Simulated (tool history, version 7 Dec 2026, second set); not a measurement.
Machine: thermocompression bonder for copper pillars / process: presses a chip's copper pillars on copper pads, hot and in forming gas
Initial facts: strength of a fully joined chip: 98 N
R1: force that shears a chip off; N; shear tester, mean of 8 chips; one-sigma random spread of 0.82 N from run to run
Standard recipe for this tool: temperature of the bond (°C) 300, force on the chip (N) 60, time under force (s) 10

Run 1, hour 0: usual settings. Result: R1 59.5 N.
Run 2, hour 8.2: usual settings. Result: R1 59.4 N.
Run 3, hour 14.8: usual settings but temperature of the bond (°C) 329. Result: R1 74.5 N.
Run 4, hour 24.9: usual settings but temperature of the bond (°C) 329. Result: R1 77.6 N.
Run 5, hour 32.1: usual settings. Result: R1 60.2 N.
Run 6, hour 42.2: usual settings. Result: R1 58.6 N.
Run 7, hour 51.8: usual settings. Result: R1 59.8 N.
Run 8, hour 58.4: usual settings. Result: R1 59.9 N.
Run 9, hour 63.4: usual settings. Result: R1 58.9 N.
Run 10, hour 68.7: usual settings. Result: R1 58.6 N.
Run 11, hour 75.2: usual settings. Result: R1 59 N.
Run 12, hour 80.1: usual settings. Result: R1 58 N.
Run 13, hour 87: usual settings. Result: R1 57.5 N.
Run 14, hour 96.3: usual settings but temperature of the bond (°C) 304. Result: R1 60.8 N.
Run 15, hour 103.6: usual settings but force on the chip (N) 46. Result: R1 47.3 N.
Run 16, hour 112.9: usual settings but force on the chip (N) 46. Result: R1 46.3 N.
Run 17, hour 124.1: usual settings but force on the chip (N) 46. Result: R1 46.9 N.
At hour 126.9: heater calibrated with a thermocouple chip.
Run 18, hour 131.7: usual settings. Result: R1 57.5 N.
Run 19, hour 138.7: usual settings. Result: R1 57.8 N.
Run 20, hour 144.4: usual settings but force on the chip (N) 50. Result: R1 50.3 N.
At hour 148.2: forming gas filter changed.
Run 21, hour 149.6: usual settings but temperature of the bond (°C) 320, force on the chip (N) 72, time under force (s) 8. Result: R1 78.5 N.
Run 22, hour 156.5: usual settings but temperature of the bond (°C) 320, force on the chip (N) 72, time under force (s) 8. Result: R1 77.5 N.
At hour 164.5: heater calibrated with a thermocouple chip, once more.
Run 23, hour 168.6: usual settings but force on the chip (N) 65, time under force (s) 17. Result: R1 75.4 N.
Run 24, hour 179.3: usual settings but force on the chip (N) 65, time under force (s) 17. Result: R1 76.3 N.
Run 25, hour 188.9: usual settings but force on the chip (N) 65, time under force (s) 17. Result: R1 76.2 N.
Run 26, hour 198.9: usual settings but temperature of the bond (°C) 313, force on the chip (N) 70. Result: R1 77.4 N.
Run 27, hour 207.7: usual settings but temperature of the bond (°C) 325, force on the chip (N) 84. Result: R1 87.9 N.
Run 28, hour 219: usual settings but temperature of the bond (°C) 298, force on the chip (N) 62, time under force (s) 19. Result: R1 74.6 N.
Run 29, hour 229.3: usual settings but temperature of the bond (°C) 324, force on the chip (N) 65, time under force (s) 27. Result: R1 90.4 N.
Run 30, hour 234.9: usual settings but temperature of the bond (°C) 326, force on the chip (N) 54, time under force (s) 20. Result: R1 81.8 N.
Run 31, hour 239.7: usual settings but time under force (s) 23. Result: R1 76.7 N.
Run 32, hour 249.9: usual settings but force on the chip (N) 54, time under force (s) 16. Result: R1 66.4 N.
Run 33, hour 260.6: usual settings but temperature of the bond (°C) 311, force on the chip (N) 41, time under force (s) 8. Result: R1 48.3 N.
Run 34, hour 266: usual settings but temperature of the bond (°C) 317, force on the chip (N) 41, time under force (s) 8. Result: R1 50.8 N.
Run 35, hour 272.6: usual settings but temperature of the bond (°C) 311, force on the chip (N) 78, time under force (s) 22. Result: R1 88 N.
Run 36, hour 283.1: usual settings but temperature of the bond (°C) 325, force on the chip (N) 39, time under force (s) 22. Result: R1 72.4 N.
Run 37, hour 292.9: usual settings but temperature of the bond (°C) 325, force on the chip (N) 39, time under force (s) 22. Result: R1 71.2 N.
Run 38, hour 302.1: usual settings but temperature of the bond (°C) 299, force on the chip (N) 54. Result: R1 55 N.
Run 39, hour 309: usual settings but force on the chip (N) 43, time under force (s) 7. Result: R1 41.3 N.

Each row is a separate what-if for the run after 39, all from the same tool condition, not one after another. Results?
Run A, hour 318.4: usual settings but force on the chip (N) 43, time under force (s) 20. Result: R1 ?.
Run B, hour 318.4: usual settings but temperature of the bond (°C) 298, force on the chip (N) 43, time under force (s) 7. Result: R1 ?.
Run C, hour 318.4: usual settings but temperature of the bond (°C) 327, force on the chip (N) 38. Result: R1 ?.
Run D, hour 318.4: usual settings but temperature of the bond (°C) 299, force on the chip (N) 53, time under force (s) 13. Result: R1 ?.

run    R1
  A    59
  B  40.3
  C    58
  D  58.1
What these runs would have given with no unlogged condition in the tool:
run    R1
  A  63.7
  B    44
  C  62.7
  D  62.9
